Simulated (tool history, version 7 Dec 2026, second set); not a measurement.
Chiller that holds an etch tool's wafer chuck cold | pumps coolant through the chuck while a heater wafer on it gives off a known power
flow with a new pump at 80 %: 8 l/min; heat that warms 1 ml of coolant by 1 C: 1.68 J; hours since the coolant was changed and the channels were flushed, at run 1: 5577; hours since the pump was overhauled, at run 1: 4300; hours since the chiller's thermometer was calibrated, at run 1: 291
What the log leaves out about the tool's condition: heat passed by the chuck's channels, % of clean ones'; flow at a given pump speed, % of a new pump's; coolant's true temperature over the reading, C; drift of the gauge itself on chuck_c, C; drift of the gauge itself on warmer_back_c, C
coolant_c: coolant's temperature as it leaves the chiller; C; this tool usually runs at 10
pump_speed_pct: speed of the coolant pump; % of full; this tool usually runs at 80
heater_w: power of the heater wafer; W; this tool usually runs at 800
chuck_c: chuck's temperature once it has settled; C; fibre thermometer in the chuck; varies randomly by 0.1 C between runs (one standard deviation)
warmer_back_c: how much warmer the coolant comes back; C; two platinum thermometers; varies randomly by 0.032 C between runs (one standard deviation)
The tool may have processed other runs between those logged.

| run | hour | coolant_c | pump_speed_pct | heater_w | hours since the coolant was changed and the channels were flushed | hours since the pump was overhauled | hours since the chiller's thermometer was calibrated | chuck_c | warmer_back_c |
|---|---|---|---|---|---|---|---|---|---|
| 1 | 0.0 | 10 | 80 | 800 | 5577 | 4300 | 291 | 19.4 | 3.85 |
| 2 | 116.6 | 4 | 80 | 800 | 5694 | 4416 | 407 | 13.4 | 3.85 |
| 3 | 241.1 | 10 | 80 | 427 | 5818 | 4541 | 532 | 15.2 | 2.04 |
| 4 | 381.7 | 10 | 67 | 800 | 5959 | 4681 | 672 | 21.0 | 4.61 |
| 5 | 511.4 | 10 | 80 | 800 | 6088 | 4811 | 802 | 19.6 | 3.90 |
| 6 | 607.0 | 10 | 80 | 800 | 6184 | 4907 | 898 | 19.8 | 3.81 |
| 7 | 721.4 | 10 | 80 | 800 | 6298 | 5021 | 1012 | 19.6 | 3.88 |
| 8 | 841.9 | 4 | 80 | 800 | 6419 | 5142 | 1133 | 13.4 | 3.88 |
| 9 | 909.8 | 11 | 80 | 800 | 6487 | 5210 | 1201 | 20.5 | 3.92 |
| 10 | 1070.4 | 10 | 66 | 800 | 6647 | 5370 | 1361 | 21.2 | 4.84 |
| 11 | 1150.8 | 10 | 66 | 800 | 6728 | 5451 | 1442 | 21.4 | 4.82 |
| 12 | 1280.4 | 10 | 66 | 800 | 6857 | 5580 | 1571 | 21.3 | 4.85 |
| 13 | 1409.8 | 10 | 66 | 800 | 6987 | 5709 | 1701 | 21.5 | 4.94 |
| 14 | 1494.6 | 10 | 66 | 800 | 7072 | 5794 | 1785 | 21.5 | 4.91 |
| 15 | 1568.4 | 10 | 73 | 800 | 7145 | 5868 | 1859 | 20.7 | 4.38 |
| 16 | 1719.1 | 7 | 80 | 800 | 7296 | 6019 | 2010 | 16.9 | 3.94 |
| 17 | 1800.5 | 7 | 80 | 800 | 7378 | 6100 | 2091 | 16.8 | 3.91 |
| 18 | 1931.0 | 4 | 85 | 800 | 7508 | 6231 | 2222 | 13.2 | 3.72 |
| 19 | 2036.0 | 0 | 70 | 676 | 7613 | 6336 | 2327 | 9.2 | 3.82 |
| 20 | 2147.4 | 7 | 64 | 496 | 7724 | 6447 | 2438 | 14.5 | 3.14 |
| 21 | 2303.3 | 7 | 64 | 496 | 7880 | 6603 | 2594 | 14.2 | 3.16 |
| 22 | 2378.4 | 17 | 86 | 603 | 7955 | 6678 | 2669 | 23.9 | 2.76 |
| 23 | 2534.6 | 17 | 86 | 603 | 8112 | 6834 | 2825 | 24.2 | 2.76 |
| 24 | 2678.5 | 7 | 66 | 800 | 8256 | 6978 | 2969 | 18.9 | 4.97 |
| 25 | 2770.2 | 16 | 72 | 1027 | 8347 | 7070 | 3061 | 30.0 | 5.80 |
| 26 | 2890.0 | 16 | 72 | 1027 | 8467 | 7190 | 3181 | 30.3 | 5.78 |
| 27 | 3002.2 | 9 | 72 | 575 | 8579 | 7302 | 3293 | 16.8 | 3.31 |
|  | 3111.9 | coolant changed, channels flushed |
| 28 | 3144.4 | 6 | 80 | 706 | 32 | 7438 | 3429 | 13.8 | 3.56 |
| 29 | 3259.1 | 14 | 87 | 1036 | 147 | 7553 | 3544 | 24.8 | 4.74 |
| 30 | 3326.0 | 14 | 87 | 1036 | 214 | 7620 | 3611 | 24.8 | 4.78 |
| 31 | 3468.6 | 20 | 98 | 501 | 357 | 7762 | 3753 | 24.7 | 2.01 |
| 32 | 3586.9 | 10 | 77 | 800 | 475 | 7881 | 3872 | 19.2 | 4.25 |

Here are 3 independent what-if runs from the current tool condition. What would each one return?
| A | 3744.5 | 16 | 68 | 882 | 633 | 8038 | 4029 | ? | ? |
| B | 3744.5 | 10 | 95 | 800 | 633 | 8038 | 4029 | ? | ? |
| C | 3744.5 | 13 | 78 | 1085 | 633 | 8038 | 4029 | ? | ? |

| run | chuck_c | warmer_back_c |
|---|---|---|
| A | 27.3 | 5.43 |
| B | 17.6 | 3.34 |
| C | 25.3 | 5.69 |
Take away the tool's hidden state, keep each run's random variation, and the runs would have read:
| run | chuck_c | warmer_back_c |
|---|---|---|
| A | 26.3 | 4.75 |
| B | 17.0 | 2.92 |
| C | 24.1 | 4.97 |

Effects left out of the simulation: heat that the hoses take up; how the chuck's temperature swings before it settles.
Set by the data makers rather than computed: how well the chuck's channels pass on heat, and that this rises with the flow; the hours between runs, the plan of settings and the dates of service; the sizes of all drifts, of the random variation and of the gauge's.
